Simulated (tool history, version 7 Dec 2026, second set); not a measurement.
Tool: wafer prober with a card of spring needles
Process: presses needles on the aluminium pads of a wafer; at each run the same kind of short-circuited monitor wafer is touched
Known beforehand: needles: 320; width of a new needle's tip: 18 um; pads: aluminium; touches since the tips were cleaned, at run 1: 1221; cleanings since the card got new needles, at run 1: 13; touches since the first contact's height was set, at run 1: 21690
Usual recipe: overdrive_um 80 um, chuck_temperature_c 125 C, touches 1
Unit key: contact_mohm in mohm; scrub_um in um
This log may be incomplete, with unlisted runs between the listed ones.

run,hour,overdrive_um,chuck_temperature_c,touches,touches since the tips were cleaned,cleanings since the card got new needles,touches since the first contact's height was set,contact_mohm,scrub_um
1,0,80,125,1,1221,13,21690,193,18.9
# hour 20.4: tips cleaned on abrasive film
# hour 45.1: tips cleaned on abrasive film
2,45.2,80,125,1,33,15,32217,183,18.89
# hour 70.6: tips cleaned on abrasive film
3,76.6,80,125,1,1385,16,39517,194,18.87
# hour 96.2: tips cleaned on abrasive film
4,106.8,80,125,1,2472,17,46554,202,18.85
# hour 121.8: tips cleaned on abrasive film
5,140.5,80,125,1,4375,18,54406,211,18.88
# hour 148.7: tips cleaned on abrasive film
# hour 173.9: tips cleaned on abrasive film
# hour 176.3: height of the first contact set anew
6,185.2,80,125,1,2594,20,2097,205,18.96
# hour 199.1: tips cleaned on abrasive film
7,217.6,80,125,1,4339,21,9644,211,18.93
# hour 223.5: tips cleaned on abrasive film
8,237.4,80,125,2,3267,22,14246,193,18.93
# hour 249.8: tips cleaned on abrasive film
9,267.5,80,125,2,4131,23,21245,197,18.9
# hour 276.1: tips cleaned on abrasive film
# hour 300.4: tips cleaned on abrasive film
# hour 303.4: tips cleaned on abrasive film, once more
10,312.8,80,125,2,2192,26,31766,193,18.9
# hour 329.5: tips cleaned on abrasive film
11,341.2,80,125,1,2748,27,38389,204,18.88
# hour 355: tips cleaned on abrasive film
# hour 381.4: tips cleaned on abrasive film
12,385.7,80,125,1,1011,29,48737,192,18.86
# hour 406: tips cleaned on abrasive film
13,418.2,80,125,1,2855,30,56317,207,18.83
# hour 433.5: tips cleaned on abrasive film
# hour 446.4: height of the first contact set anew
14,453.6,80,125,1,4641,31,1681,212,18.94
# hour 459.1: tips cleaned on abrasive film
15,475.3,80,125,1,3799,32,6727,211,18.94
# hour 485.8: tips cleaned on abrasive film
# hour 510.9: tips cleaned on abrasive film
16,513.5,80,125,1,610,34,15607,189,18.91
# hour 535.3: tips cleaned on abrasive film
17,549.4,80,125,1,3304,35,23984,209,18.91
# hour 562.7: tips cleaned on abrasive film
# hour 586.8: tips cleaned on abrasive film
18,588.1,80,125,1,299,37,32974,187,18.88
# hour 611.5: tips cleaned on abrasive film
19,632.9,60,125,2,5016,38,43429,223,14.14
# hour 635.1: tips cleaned on abrasive film
# hour 658.8: tips cleaned on abrasive film
20,667.9,72,51,1,2139,40,51567,201,16.95
# hour 684.4: tips cleaned on abrasive film
21,705.3,72,51,1,4891,41,60274,214,16.95
# hour 708: tips cleaned on abrasive film
# hour 714.3: height of the first contact set anew
# hour 733.3: tips cleaned on abrasive film
22,746.4,71,54,1,3042,43,7466,208,16.83
# hour 757.9: tips cleaned on abrasive film
23,780.4,71,54,1,5271,44,15403,220,16.8
# hour 783.3: tips cleaned on abrasive film
24,800.9,71,54,1,4116,45,20175,216,16.78
# hour 807.9: tips cleaned on abrasive film
# hour 832.6: tips cleaned on abrasive film
25,835.2,74,82,1,627,47,28150,184,17.47
# hour 860: tips cleaned on abrasive film
26,864.4,74,82,1,1034,48,34947,188,17.45
# hour 884.1: tips cleaned on abrasive film
27,887.6,74,82,1,818,49,40350,189,17.45
# hour 909.4: tips cleaned on abrasive film
28,925.3,61,82,2,3718,50,49136,207,14.36
# hour 933.7: tips cleaned on abrasive film
29,949.9,77,125,1,3792,51,54863,216,18.12
# hour 960.2: tips cleaned on abrasive film
# hour 983.8: height of the first contact set anew
# hour 988: tips cleaned on abrasive film
30,988.1,77,125,1,27,53,994,185,18.23
# hour 1014.7: tips cleaned on abrasive film
31,1028.1,92,111,2,3129,54,10314,187,21.77
# hour 1038.8: tips cleaned on abrasive film
32,1049,71,70,2,2377,55,15162,193,16.79

What differs in the tool's unlogged condition from the final listed run ahead of each entry between runs to the first listed run following it?
Run 1 -> run 2: tips cleaned on abrasive film (hour 20.4); tips cleaned on abrasive film (hour 45.1)
  debris on the tips, nm: 25 -> 5.3; way that the needles fall short of the set height, um: 0.19 -> 0.3; tips' diameter, um: 18.24 -> 18.34
  measured minus no-state result, contact_mohm: +13 -> +4 mohm; scrub_um: -0.05 -> -0.07 um
Run 2 -> run 3: tips cleaned on abrasive film (hour 70.6)
  debris on the tips, nm: 5.3 -> 36.1; way that the needles fall short of the set height, um: 0.3 -> 0.36; tips' diameter, um: 18.34 -> 18.37
  measured minus no-state result, contact_mohm: +4 -> +18 mohm; scrub_um: -0.07 -> -0.08 um
Run 3 -> run 4: tips cleaned on abrasive film (hour 96.2)
  debris on the tips, nm: 36.1 -> 51.7; way that the needles fall short of the set height, um: 0.36 -> 0.41; tips' diameter, um: 18.37 -> 18.38
  measured minus no-state result, contact_mohm: +18 -> +27 mohm; scrub_um: -0.08 -> -0.1 um
Run 4 -> run 5: tips cleaned on abrasive film (hour 121.8)
  debris on the tips, nm: 51.7 -> 62.8; way that the needles fall short of the set height, um: 0.41 -> 0.46; tips' diameter, um: 18.38 -> 18.4
  measured minus no-state result, contact_mohm: +27 -> +33 mohm; scrub_um: -0.1 -> -0.1 um
Run 5 -> run 6: tips cleaned on abrasive film (hour 148.7); tips cleaned on abrasive film (hour 173.9); height of the first contact set anew (hour 176.3)
  debris on the tips, nm: 62.8 -> 49.7; way that the needles fall short of the set height, um: 0.46 -> 0; tips' diameter, um: 18.4 -> 18.45
  measured minus no-state result, contact_mohm: +33 -> +26 mohm; scrub_um: -0.1 -> +0 um
Run 6 -> run 7: tips cleaned on abrasive film (hour 199.1)
  debris on the tips, nm: 49.7 -> 63.1; way that the needles fall short of the set height, um: 0 -> 0.05; tips' diameter, um: 18.45 -> 18.46
  measured minus no-state result, contact_mohm: +26 -> +33 mohm; scrub_um: +0 -> -0.01 um
Run 7 -> run 8: tips cleaned on abrasive film (hour 223.5)
  debris on the tips, nm: 63.1 -> 54; way that the needles fall short of the set height, um: 0.05 -> 0.09; tips' diameter, um: 18.46 -> 18.48
  measured minus no-state result, contact_mohm: +33 -> +17 mohm; scrub_um: -0.01 -> -0.03 um
Run 8 -> run 9: tips cleaned on abrasive film (hour 249.8)
  debris on the tips, nm: 54 -> 62.8; way that the needles fall short of the set height, um: 0.09 -> 0.14; tips' diameter, um: 18.48 -> 18.5
  measured minus no-state result, contact_mohm: +17 -> +20 mohm; scrub_um: -0.03 -> -0.03 um
Run 9 -> run 10: tips cleaned on abrasive film (hour 276.1); tips cleaned on abrasive film (hour 300.4); tips cleaned on abrasive film, once more (hour 303.4)
  debris on the tips, nm: 62.8 -> 41.2; way that the needles fall short of the set height, um: 0.14 -> 0.28; tips' diameter, um: 18.5 -> 18.55
  measured minus no-state result, contact_mohm: +20 -> +13 mohm; scrub_um: -0.03 -> -0.07 um
Run 10 -> run 11: tips cleaned on abrasive film (hour 329.5)
  debris on the tips, nm: 41.2 -> 51.5; way that the needles fall short of the set height, um: 0.28 -> 0.33; tips' diameter, um: 18.55 -> 18.56
  measured minus no-state result, contact_mohm: +13 -> +27 mohm; scrub_um: -0.07 -> -0.08 um
Run 11 -> run 12: tips cleaned on abrasive film (hour 355); tips cleaned on abrasive film (hour 381.4)
  debris on the tips, nm: 51.5 -> 26.9; way that the needles fall short of the set height, um: 0.33 -> 0.45; tips' diameter, um: 18.56 -> 18.6
  measured minus no-state result, contact_mohm: +27 -> +15 mohm; scrub_um: -0.08 -> -0.1 um
Run 12 -> run 13: tips cleaned on abrasive film (hour 406)
  debris on the tips, nm: 26.9 -> 51.8; way that the needles fall short of the set height, um: 0.45 -> 0.49; tips' diameter, um: 18.6 -> 18.62
  measured minus no-state result, contact_mohm: +15 -> +28 mohm; scrub_um: -0.1 -> -0.11 um
Run 13 -> run 14: tips cleaned on abrasive film (hour 433.5); height of the first contact set anew (hour 446.4)
  debris on the tips, nm: 51.8 -> 66.2; way that the needles fall short of the set height, um: 0.49 -> 0; tips' diameter, um: 18.62 -> 18.64
  measured minus no-state result, contact_mohm: +28 -> +35 mohm; scrub_um: -0.11 -> +0 um
Run 14 -> run 15: tips cleaned on abrasive film (hour 459.1)
  debris on the tips, nm: 66.2 -> 60.1; way that the needles fall short of the set height, um: 0 -> 0.06; tips' diameter, um: 18.64 -> 18.65
  measured minus no-state result, contact_mohm: +35 -> +32 mohm; scrub_um: +0 -> -0.01 um
Run 15 -> run 16: tips cleaned on abrasive film (hour 485.8); tips cleaned on abrasive film (hour 510.9)
  debris on the tips, nm: 60.1 -> 18.8; way that the needles fall short of the set height, um: 0.06 -> 0.17; tips' diameter, um: 18.65 -> 18.7
  measured minus no-state result, contact_mohm: +32 -> +11 mohm; scrub_um: -0.01 -> -0.04 um
Run 16 -> run 17: tips cleaned on abrasive film (hour 535.3)
  debris on the tips, nm: 18.8 -> 55.7; way that the needles fall short of the set height, um: 0.17 -> 0.22; tips' diameter, um: 18.7 -> 18.71
  measured minus no-state result, contact_mohm: +11 -> +30 mohm; scrub_um: -0.04 -> -0.05 um
Run 17 -> run 18: tips cleaned on abrasive film (hour 562.7); tips cleaned on abrasive film (hour 586.8)
  debris on the tips, nm: 55.7 -> 13.8; way that the needles fall short of the set height, um: 0.22 -> 0.31; tips' diameter, um: 18.71 -> 18.75
  measured minus no-state result, contact_mohm: +30 -> +9 mohm; scrub_um: -0.05 -> -0.08 um
Run 18 -> run 19: tips cleaned on abrasive film (hour 611.5)
  debris on the tips, nm: 13.8 -> 66.1; way that the needles fall short of the set height, um: 0.31 -> 0.36; tips' diameter, um: 18.75 -> 18.76
  measured minus no-state result, contact_mohm: +9 -> +37 mohm; scrub_um: -0.08 -> -0.09 um
Run 19 -> run 20: tips cleaned on abrasive film (hour 635.1); tips cleaned on abrasive film (hour 658.8)
  debris on the tips, nm: 66.1 -> 43.9; way that the needles fall short of the set height, um: 0.36 -> 0.48; tips' diameter, um: 18.76 -> 18.8
  measured minus no-state result, contact_mohm: +37 -> +33 mohm; scrub_um: -0.09 -> -0.11 um
Run 20 -> run 21: tips cleaned on abrasive film (hour 684.4)
  debris on the tips, nm: 43.9 -> 65.7; way that the needles fall short of the set height, um: 0.48 -> 0.54; tips' diameter, um: 18.8 -> 18.82
  measured minus no-state result, contact_mohm: +33 -> +49 mohm; scrub_um: -0.11 -> -0.13 um
Run 21 -> run 22: tips cleaned on abrasive film (hour 708); height of the first contact set anew (hour 714.3); tips cleaned on abrasive film (hour 733.3)
  debris on the tips, nm: 65.7 -> 57.3; way that the needles fall short of the set height, um: 0.54 -> 0.04; tips' diameter, um: 18.82 -> 18.86
  measured minus no-state result, contact_mohm: +49 -> +43 mohm; scrub_um: -0.13 -> -0.01 um
Run 22 -> run 23: tips cleaned on abrasive film (hour 757.9)
  debris on the tips, nm: 57.3 -> 67.7; way that the needles fall short of the set height, um: 0.04 -> 0.11; tips' diameter, um: 18.86 -> 18.88
  measured minus no-state result, contact_mohm: +43 -> +51 mohm; scrub_um: -0.01 -> -0.03 um
Run 23 -> run 24: tips cleaned on abrasive film (hour 783.3)
  debris on the tips, nm: 67.7 -> 63.7; way that the needles fall short of the set height, um: 0.11 -> 0.18; tips' diameter, um: 18.88 -> 18.91
  measured minus no-state result, contact_mohm: +51 -> +48 mohm; scrub_um: -0.03 -> -0.05 um
Run 24 -> run 25: tips cleaned on abrasive film (hour 807.9); tips cleaned on abrasive film (hour 832.6)
  debris on the tips, nm: 63.7 -> 18.5; way that the needles fall short of the set height, um: 0.18 -> 0.28; tips' diameter, um: 18.91 -> 18.94
  measured minus no-state result, contact_mohm: +48 -> +14 mohm; scrub_um: -0.05 -> -0.07 um
Run 25 -> run 26: tips cleaned on abrasive film (hour 860)
  debris on the tips, nm: 18.5 -> 24; way that the needles fall short of the set height, um: 0.28 -> 0.34; tips' diameter, um: 18.94 -> 18.96
  measured minus no-state result, contact_mohm: +14 -> +17 mohm; scrub_um: -0.07 -> -0.08 um
Run 26 -> run 27: tips cleaned on abrasive film (hour 884.1)
  debris on the tips, nm: 24 -> 25.2; way that the needles fall short of the set height, um: 0.34 -> 0.39; tips' diameter, um: 18.96 -> 18.98
  measured minus no-state result, contact_mohm: +17 -> +18 mohm; scrub_um: -0.08 -> -0.09 um
Run 27 -> run 28: tips cleaned on abrasive film (hour 909.4)
  debris on the tips, nm: 25.2 -> 56.3; way that the needles fall short of the set height, um: 0.39 -> 0.44; tips' diameter, um: 18.98 -> 19
  measured minus no-state result, contact_mohm: +18 -> +33 mohm; scrub_um: -0.09 -> -0.1 um
Run 28 -> run 29: tips cleaned on abrasive film (hour 933.7)
  debris on the tips, nm: 56.3 -> 58.4; way that the needles fall short of the set height, um: 0.44 -> 0.5; tips' diameter, um: 19 -> 19.02
  measured minus no-state result, contact_mohm: +33 -> +35 mohm; scrub_um: -0.1 -> -0.11 um
Run 29 -> run 30: tips cleaned on abrasive film (hour 960.2); height of the first contact set anew (hour 983.8); tips cleaned on abrasive film (hour 988)
  debris on the tips, nm: 58.4 -> 4.1; way that the needles fall short of the set height, um: 0.5 -> 0.04; tips' diameter, um: 19.02 -> 19.05
  measured minus no-state result, contact_mohm: +35 -> +4 mohm; scrub_um: -0.11 -> -0.01 um
Run 30 -> run 31: tips cleaned on abrasive film (hour 1014.7)
  debris on the tips, nm: 4.1 -> 53.2; way that the needles fall short of the set height, um: 0.04 -> 0.11; tips' diameter, um: 19.05 -> 19.07
  measured minus no-state result, contact_mohm: +4 -> +14 mohm; scrub_um: -0.01 -> -0.03 um
Run 31 -> run 32: tips cleaned on abrasive film (hour 1038.8)
  debris on the tips, nm: 53.2 -> 42.5; way that the needles fall short of the set height, um: 0.11 -> 0.17; tips' diameter, um: 19.07 -> 19.09
  measured minus no-state result, contact_mohm: +14 -> +20 mohm; scrub_um: -0.03 -> -0.04 um
